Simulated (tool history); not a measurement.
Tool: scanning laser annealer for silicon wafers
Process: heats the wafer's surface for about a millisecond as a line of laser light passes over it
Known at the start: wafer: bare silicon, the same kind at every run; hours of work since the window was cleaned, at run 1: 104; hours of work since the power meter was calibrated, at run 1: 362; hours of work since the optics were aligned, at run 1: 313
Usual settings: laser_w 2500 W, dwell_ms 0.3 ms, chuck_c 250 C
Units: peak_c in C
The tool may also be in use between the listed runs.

run	hour	laser_w	dwell_ms	chuck_c	hours of work since the window was cleaned	hours of work since the power meter was calibrated	hours of work since the optics were aligned	peak_c
1	0	2500	0.3	250	104	362	313	1033
2	21.8	2500	0.3	242	115	373	324	1027
3	35.1	2500	0.233	242	121	380	331	945
4	57.2	2500	0.3	250	132	391	342	1032
5	67.2	2500	0.3	250	137	396	347	1034
6	86.6	2500	0.3	250	147	405	357	1037
7	102.4	2500	0.3	250	155	413	365	1037
8	122.8	2500	0.3	232	165	423	375	1017
9	140	2500	0.3	250	174	432	383	1036
10	155	2500	0.3	250	181	440	391	1037
11	176.1	2500	0.3	250	192	450	401	1033
12	188.8	2500	0.3	250	198	457	408	1035
13	201	2500	0.3	231	204	463	414	1015
14	214.5	2291	0.212	249	211	469	421	851
15	235.4	2291	0.212	249	221	480	431	853
16	250.7	2500	0.227	283	229	488	439	973
17	264.1	2500	0.232	250	236	494	445	948
18	278.1	2176	0.3	218	243	501	452	882

Forecast run 19:
19	301.3	2462	0.23	288	254	513	464	?

Run 19 gave peak_c 969 C.
Without the tool's hidden state the same run would have given peak_c 970 C.
